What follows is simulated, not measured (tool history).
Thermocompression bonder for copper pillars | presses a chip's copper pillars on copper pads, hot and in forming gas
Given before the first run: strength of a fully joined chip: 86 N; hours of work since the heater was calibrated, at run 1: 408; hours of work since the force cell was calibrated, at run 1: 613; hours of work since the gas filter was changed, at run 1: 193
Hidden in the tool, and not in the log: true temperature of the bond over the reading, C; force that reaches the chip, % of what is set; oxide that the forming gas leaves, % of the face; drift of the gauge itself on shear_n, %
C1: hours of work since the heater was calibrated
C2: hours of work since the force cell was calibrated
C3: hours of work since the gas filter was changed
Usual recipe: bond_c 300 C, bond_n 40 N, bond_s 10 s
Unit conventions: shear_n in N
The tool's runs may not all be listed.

{"run": 1, "hour": 0.0, "bond_c": 300, "bond_n": 40, "bond_s": 10, "C1": 408, "C2": 613, "C3": 193, "shear_n": 49.1}
{"run": 2, "hour": 63.9, "bond_c": 300, "bond_n": 40, "bond_s": 10, "C1": 453, "C2": 657, "C3": 238, "shear_n": 49.0}
{"run": 3, "hour": 135.3, "bond_c": 315, "bond_n": 40, "bond_s": 10, "C1": 502, "C2": 707, "C3": 287, "shear_n": 53.4}
{"hour": 185.3, "done": "forming gas filter changed"}
{"run": 4, "hour": 198.6, "bond_c": 300, "bond_n": 40, "bond_s": 10, "C1": 546, "C2": 751, "C3": 9, "shear_n": 51.2}
{"run": 5, "hour": 249.2, "bond_c": 300, "bond_n": 40, "bond_s": 10, "C1": 581, "C2": 786, "C3": 44, "shear_n": 50.6}
{"run": 6, "hour": 279.8, "bond_c": 300, "bond_n": 32, "bond_s": 10, "C1": 603, "C2": 807, "C3": 66, "shear_n": 42.0}
{"run": 7, "hour": 348.0, "bond_c": 300, "bond_n": 40, "bond_s": 10, "C1": 650, "C2": 855, "C3": 113, "shear_n": 49.8}
{"run": 8, "hour": 411.3, "bond_c": 300, "bond_n": 40, "bond_s": 10, "C1": 694, "C2": 899, "C3": 157, "shear_n": 48.9}
{"run": 9, "hour": 445.3, "bond_c": 300, "bond_n": 40, "bond_s": 10, "C1": 718, "C2": 922, "C3": 181, "shear_n": 48.6}
{"run": 10, "hour": 492.0, "bond_c": 300, "bond_n": 40, "bond_s": 10, "C1": 750, "C2": 955, "C3": 213, "shear_n": 47.6}
{"run": 11, "hour": 562.9, "bond_c": 295, "bond_n": 40, "bond_s": 9, "C1": 800, "C2": 1004, "C3": 263, "shear_n": 43.6}
{"run": 12, "hour": 611.1, "bond_c": 295, "bond_n": 40, "bond_s": 9, "C1": 833, "C2": 1038, "C3": 296, "shear_n": 43.6}
{"hour": 649.8, "done": "forming gas filter changed"}
{"run": 13, "hour": 657.3, "bond_c": 272, "bond_n": 36, "bond_s": 10, "C1": 865, "C2": 1070, "C3": 5, "shear_n": 35.0}
{"run": 14, "hour": 716.5, "bond_c": 272, "bond_n": 45, "bond_s": 12, "C1": 906, "C2": 1111, "C3": 46, "shear_n": 44.9}
{"run": 15, "hour": 781.1, "bond_c": 272, "bond_n": 45, "bond_s": 12, "C1": 951, "C2": 1156, "C3": 91, "shear_n": 43.6}
{"run": 16, "hour": 836.8, "bond_c": 285, "bond_n": 40, "bond_s": 28, "C1": 990, "C2": 1195, "C3": 130, "shear_n": 58.1}
{"run": 17, "hour": 907.0, "bond_c": 300, "bond_n": 60, "bond_s": 10, "C1": 1039, "C2": 1243, "C3": 179, "shear_n": 62.0}

Take each entry between the runs: how does the hidden state at the last listed run before it differ from the hidden state at the first listed run after it?
Runs 3 to 4: forming gas filter changed (hour 185.3)
  true temperature of the bond over the reading, C: -1.5 -> -1.7; force that reaches the chip, % of what is set: 95.7 -> 95.5; oxide that the forming gas leaves, % of the face: 7.03 -> 0.74
  what was measured, less what the result would be without the hidden state, shear_n: -6.0 -> -2.5 N
Runs 12 to 13: forming gas filter changed (hour 649.8)
  true temperature of the bond over the reading, C: -2.7 -> -2.8; force that reaches the chip, % of what is set: 94.1 -> 93.9; oxide that the forming gas leaves, % of the face: 7.46 -> 0.65
  what was measured, less what the result would be without the hidden state, shear_n: -6.7 -> -3.1 N
